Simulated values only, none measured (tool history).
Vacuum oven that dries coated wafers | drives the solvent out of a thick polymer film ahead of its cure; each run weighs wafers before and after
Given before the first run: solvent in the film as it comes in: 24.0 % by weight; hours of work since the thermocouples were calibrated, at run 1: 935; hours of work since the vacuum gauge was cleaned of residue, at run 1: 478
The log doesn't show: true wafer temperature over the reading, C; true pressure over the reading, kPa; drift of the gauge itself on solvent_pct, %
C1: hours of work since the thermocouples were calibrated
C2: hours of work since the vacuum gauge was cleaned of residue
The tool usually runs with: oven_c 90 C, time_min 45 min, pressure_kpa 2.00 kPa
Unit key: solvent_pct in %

{"run": 1, "hour": 0.0, "oven_c": 90, "time_min": 45, "pressure_kpa": 2.0, "C1": 935, "C2": 478, "solvent_pct": 1.99}
{"run": 2, "hour": 60.6, "oven_c": 90, "time_min": 45, "pressure_kpa": 2.0, "C1": 962, "C2": 505, "solvent_pct": 1.92}
{"run": 3, "hour": 94.0, "oven_c": 90, "time_min": 45, "pressure_kpa": 2.0, "C1": 977, "C2": 520, "solvent_pct": 1.93}
{"run": 4, "hour": 135.6, "oven_c": 90, "time_min": 45, "pressure_kpa": 2.0, "C1": 995, "C2": 538, "solvent_pct": 1.91}
{"run": 5, "hour": 195.7, "oven_c": 90, "time_min": 45, "pressure_kpa": 2.0, "C1": 1022, "C2": 564, "solvent_pct": 1.88}
{"run": 6, "hour": 234.4, "oven_c": 90, "time_min": 45, "pressure_kpa": 3.73, "C1": 1039, "C2": 581, "solvent_pct": 2.21}
{"run": 7, "hour": 277.1, "oven_c": 90, "time_min": 45, "pressure_kpa": 3.79, "C1": 1058, "C2": 600, "solvent_pct": 2.21}
{"run": 8, "hour": 321.0, "oven_c": 90, "time_min": 45, "pressure_kpa": 2.0, "C1": 1077, "C2": 620, "solvent_pct": 1.9}
{"run": 9, "hour": 363.1, "oven_c": 90, "time_min": 45, "pressure_kpa": 2.0, "C1": 1095, "C2": 638, "solvent_pct": 1.84}
{"run": 10, "hour": 439.2, "oven_c": 90, "time_min": 45, "pressure_kpa": 2.0, "C1": 1129, "C2": 672, "solvent_pct": 1.88}
{"run": 11, "hour": 471.2, "oven_c": 90, "time_min": 45, "pressure_kpa": 2.0, "C1": 1143, "C2": 686, "solvent_pct": 1.9}

What will run 12 give?
{"run": 12, "hour": 549.9, "oven_c": 90, "time_min": 45, "pressure_kpa": 6.05, "C1": 1178, "C2": 720, "solvent_pct": "?"}

{"run 12": {"solvent_pct": 2.61}}
With the hidden condition absent and the run-to-run variation left alone, this run would have shown solvent_pct 3.03 %.
